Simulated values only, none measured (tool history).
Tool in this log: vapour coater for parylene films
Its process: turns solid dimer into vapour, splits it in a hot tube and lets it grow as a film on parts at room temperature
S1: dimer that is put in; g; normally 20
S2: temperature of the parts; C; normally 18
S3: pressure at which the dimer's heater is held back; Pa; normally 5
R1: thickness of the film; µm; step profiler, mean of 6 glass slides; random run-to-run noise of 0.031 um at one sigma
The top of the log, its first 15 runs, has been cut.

Run 16, hour 215.2: usual settings but S1 27 g. Result: R1 10.67 µm.
Run 17, hour 222.9: usual settings. Result: R1 7.96 µm.
Run 18, hour 233.2: usual settings but S2 12 C. Result: R1 10.06 µm.
Run 19, hour 240.7: usual settings but S2 12 C. Result: R1 10.08 µm.
Run 20, hour 251.2: usual settings but S2 12 C. Result: R1 10 µm.
Run 21, hour 260.9: usual settings but S2 26 C. Result: R1 5.74 µm.
Run 22, hour 271.1: usual settings but S2 26 C. Result: R1 5.71 µm.
Run 23, hour 284.4: usual settings but S2 26 C. Result: R1 5.7 µm.
Run 24, hour 297.7: usual settings but S2 26 C. Result: R1 5.7 µm.
Run 25, hour 310: usual settings but S1 18 g, S2 14 C. Result: R1 8.43 µm.
Run 26, hour 320: usual settings but S1 18 g, S2 14 C. Result: R1 8.36 µm.
Run 27, hour 332.9: usual settings but S1 30 g, S3 9.25 Pa. Result: R1 10.41 µm.
Run 28, hour 348.9: usual settings but S1 30 g, S3 9.25 Pa. Result: R1 10.41 µm.
Run 29, hour 357.3: usual settings but S1 30 g, S2 13 C, S3 9.25 Pa. Result: R1 12.69 µm.
Run 30, hour 367: usual settings but S1 30 g, S2 13 C, S3 9.25 Pa. Result: R1 12.72 µm.
Run 31, hour 377.5: usual settings but S1 30 g, S2 15 C, S3 2.61 Pa. Result: R1 15.37 µm.
Run 32, hour 394.7: usual settings but S2 19 C, S3 3.12 Pa. Result: R1 8.43 µm.
Run 33, hour 407.7: usual settings but S2 19 C, S3 3.12 Pa. Result: R1 8.35 µm.
Run 34, hour 425: usual settings but S2 20 C, S3 3.12 Pa. Result: R1 8.11 µm.
Run 35, hour 439: usual settings but S2 11 C, S3 3.12 Pa. Result: R1 11.64 µm.
Run 36, hour 449.4: usual settings but S2 13 C. Result: R1 9.68 µm.
Run 37, hour 462.2: usual settings but S1 13 g, S3 10.13 Pa. Result: R1 4.43 µm.
Run 38, hour 472.8: usual settings but S1 15 g, S2 10 C. Result: R1 8.25 µm.

Run 39 is up next; what results do you expect?
At hour 480.7: trap's valve overhauled.
Run 39, hour 489: usual settings but S1 15 g, S2 10 C. Result: R1 ?.

{"run 39": {"R1": 8.22}}
Minus the tool's unlogged condition, the same run would have read R1 8.22 µm.

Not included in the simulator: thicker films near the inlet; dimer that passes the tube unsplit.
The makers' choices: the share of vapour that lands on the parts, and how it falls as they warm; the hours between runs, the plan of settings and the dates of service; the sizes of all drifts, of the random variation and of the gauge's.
